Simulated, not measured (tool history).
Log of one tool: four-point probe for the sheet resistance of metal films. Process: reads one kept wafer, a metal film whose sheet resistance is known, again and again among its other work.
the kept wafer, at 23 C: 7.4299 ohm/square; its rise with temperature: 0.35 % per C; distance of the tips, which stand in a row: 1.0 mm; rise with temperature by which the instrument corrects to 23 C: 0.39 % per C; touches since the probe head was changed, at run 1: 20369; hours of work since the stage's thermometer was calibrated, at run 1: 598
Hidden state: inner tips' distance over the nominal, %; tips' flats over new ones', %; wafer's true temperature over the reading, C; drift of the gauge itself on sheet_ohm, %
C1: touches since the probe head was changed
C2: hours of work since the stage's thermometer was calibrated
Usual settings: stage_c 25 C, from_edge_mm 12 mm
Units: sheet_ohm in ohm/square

Run 1, hour 0.0: usual settings; C1 20369; C2 598. Result: sheet_ohm 7.495103 ohm/square.
Run 2, hour 24.6: usual settings but from_edge_mm 35 mm; C1 21060; C2 611. Result: sheet_ohm 7.468927 ohm/square.
Run 3, hour 60.6: usual settings but from_edge_mm 35 mm; C1 22071; C2 630. Result: sheet_ohm 7.469751 ohm/square.
Run 4, hour 84.9: usual settings but from_edge_mm 35 mm; C1 22754; C2 643. Result: sheet_ohm 7.473305 ohm/square.
Run 5, hour 122.6: usual settings; C1 23814; C2 663. Result: sheet_ohm 7.497794 ohm/square.
Run 6, hour 143.7: usual settings; C1 24408; C2 674. Result: sheet_ohm 7.500463 ohm/square.
Run 7, hour 164.6: usual settings but from_edge_mm 60 mm; C1 24995; C2 685. Result: sheet_ohm 7.473623 ohm/square.
Run 8, hour 203.9: usual settings; C1 26099; C2 705. Result: sheet_ohm 7.501522 ohm/square.
Run 9, hour 221.7: usual settings; C1 26598; C2 715. Result: sheet_ohm 7.502846 ohm/square.
Run 10, hour 257.2: usual settings; C1 27595; C2 733. Result: sheet_ohm 7.506246 ohm/square.
Run 11, hour 294.9: usual settings; C1 28656; C2 753. Result: sheet_ohm 7.506040 ohm/square.
Run 12, hour 312.1: usual settings but from_edge_mm 13 mm; C1 29139; C2 762. Result: sheet_ohm 7.500855 ohm/square.
Run 13, hour 343.9: usual settings but from_edge_mm 35 mm; C1 30034; C2 779. Result: sheet_ohm 7.482203 ohm/square.
Run 14, hour 363.1: usual settings but from_edge_mm 35 mm; C1 30572; C2 789. Result: sheet_ohm 7.482250 ohm/square.
Run 15, hour 382.3: usual settings but from_edge_mm 35 mm; C1 31112; C2 799. Result: sheet_ohm 7.482314 ohm/square.
Run 16, hour 400.5: usual settings but from_edge_mm 59 mm; C1 31622; C2 808. Result: sheet_ohm 7.479706 ohm/square.
Run 17, hour 422.8: usual settings but from_edge_mm 59 mm; C1 32249; C2 820. Result: sheet_ohm 7.484773 ohm/square.
Run 18, hour 439.7: usual settings but from_edge_mm 59 mm; C1 32724; C2 829. Result: sheet_ohm 7.482997 ohm/square.
Run 19, hour 458.5: usual settings but from_edge_mm 59 mm; C1 33254; C2 839. Result: sheet_ohm 7.485655 ohm/square.
Run 20, hour 484.7: usual settings but from_edge_mm 59 mm; C1 33988; C2 853. Result: sheet_ohm 7.485775 ohm/square.
Run 21, hour 502.0: usual settings but from_edge_mm 59 mm; C1 34474; C2 862. Result: sheet_ohm 7.486659 ohm/square.
Run 22, hour 526.7: usual settings but from_edge_mm 59 mm; C1 35169; C2 875. Result: sheet_ohm 7.488962 ohm/square.
Run 23, hour 555.9: usual settings but from_edge_mm 59 mm; C1 35990; C2 890. Result: sheet_ohm 7.488976 ohm/square.
Run 24, hour 572.1: usual settings but stage_c 24 C, from_edge_mm 20 mm; C1 36445; C2 898. Result: sheet_ohm 7.503869 ohm/square.
At hour 575.5: stage's thermometer calibrated.
Run 25, hour 601.3: usual settings but stage_c 26 C, from_edge_mm 35 mm; C1 37251; C2 14. Result: sheet_ohm 7.489791 ohm/square.
Run 26, hour 627.1: usual settings but stage_c 26 C, from_edge_mm 35 mm; C1 37978; C2 27. Result: sheet_ohm 7.488520 ohm/square.
Run 27, hour 644.2: usual settings but stage_c 20 C, from_edge_mm 64 mm; C1 38457; C2 36. Result: sheet_ohm 7.505651 ohm/square.
Run 28, hour 681.1: usual settings but stage_c 31 C, from_edge_mm 36 mm; C1 39493; C2 55. Result: sheet_ohm 7.470865 ohm/square.
At hour 694.9: stage's thermometer calibrated, once more.
Run 29, hour 705.5: usual settings but stage_c 31 C, from_edge_mm 36 mm; C1 40165; C2 6. Result: sheet_ohm 7.481815 ohm/square.
Run 30, hour 735.2: usual settings but stage_c 33 C; C1 41001; C2 21. Result: sheet_ohm 7.499137 ohm/square.
Run 31, hour 766.3: usual settings but stage_c 33 C, from_edge_mm 7 mm; C1 41874; C2 37. Result: sheet_ohm 7.554818 ohm/square.
Run 32, hour 798.1: usual settings but stage_c 33 C, from_edge_mm 7 mm; C1 42769; C2 54. Result: sheet_ohm 7.555324 ohm/square.
Run 33, hour 833.0: usual settings but stage_c 22 C; C1 43747; C2 72. Result: sheet_ohm 7.540734 ohm/square.
Run 34, hour 862.1: usual settings but stage_c 34 C, from_edge_mm 6 mm; C1 44567; C2 88. Result: sheet_ohm 7.586287 ohm/square.
Run 35, hour 896.0: usual settings but stage_c 34 C, from_edge_mm 6 mm; C1 45518; C2 105. Result: sheet_ohm 7.584839 ohm/square.
Run 36, hour 921.3: usual settings but stage_c 20 C, from_edge_mm 34 mm; C1 46231; C2 119. Result: sheet_ohm 7.523437 ohm/square.
Run 37, hour 959.9: usual settings but stage_c 20 C, from_edge_mm 34 mm; C1 47314; C2 139. Result: sheet_ohm 7.526655 ohm/square.
Run 38, hour 983.8: usual settings but stage_c 32 C, from_edge_mm 3 mm; C1 47986; C2 152. Result: sheet_ohm 7.908346 ohm/square.
Run 39, hour 1013.5: usual settings but stage_c 27 C, from_edge_mm 29 mm; C1 48822; C2 167. Result: sheet_ohm 7.509410 ohm/square.
Run 40, hour 1031.6: usual settings but stage_c 23 C, from_edge_mm 7 mm; C1 49328; C2 177. Result: sheet_ohm 7.601557 ohm/square.
Run 41, hour 1060.1: usual settings but stage_c 23 C, from_edge_mm 7 mm; C1 50129; C2 192. Result: sheet_ohm 7.600042 ohm/square.
Run 42, hour 1078.8: usual settings but stage_c 33 C; C1 50656; C2 201. Result: sheet_ohm 7.514995 ohm/square.
Run 43, hour 1112.6: usual settings but stage_c 33 C; C1 51605; C2 219. Result: sheet_ohm 7.517201 ohm/square.
Run 44, hour 1150.6: usual settings but stage_c 31 C, from_edge_mm 16 mm; C1 52673; C2 239. Result: sheet_ohm 7.513357 ohm/square.
Run 45, hour 1182.6: usual settings but from_edge_mm 16 mm; C1 53574; C2 256. Result: sheet_ohm 7.530811 ohm/square.
Run 46, hour 1205.0: usual settings but from_edge_mm 16 mm; C1 54202; C2 268. Result: sheet_ohm 7.531348 ohm/square.

Forecast each of these 3 alternatives for the next run:
Run A, hour 1223.8: usual settings but from_edge_mm 23 mm; C1 54731; C2 277. Result: sheet_ohm ?.
Run B, hour 1223.8: usual settings but stage_c 24 C, from_edge_mm 5 mm; C1 54731; C2 277. Result: sheet_ohm ?.
Run C, hour 1223.8: usual settings but stage_c 31 C, from_edge_mm 11 mm; C1 54731; C2 277. Result: sheet_ohm ?.

run  sheet_ohm
  A   7.525736
  B   7.679934
  C   7.532016
Without the tool's hidden state the same runs would have given:
run  sheet_ohm
  A   7.431294
  B   7.583719
  C   7.437490
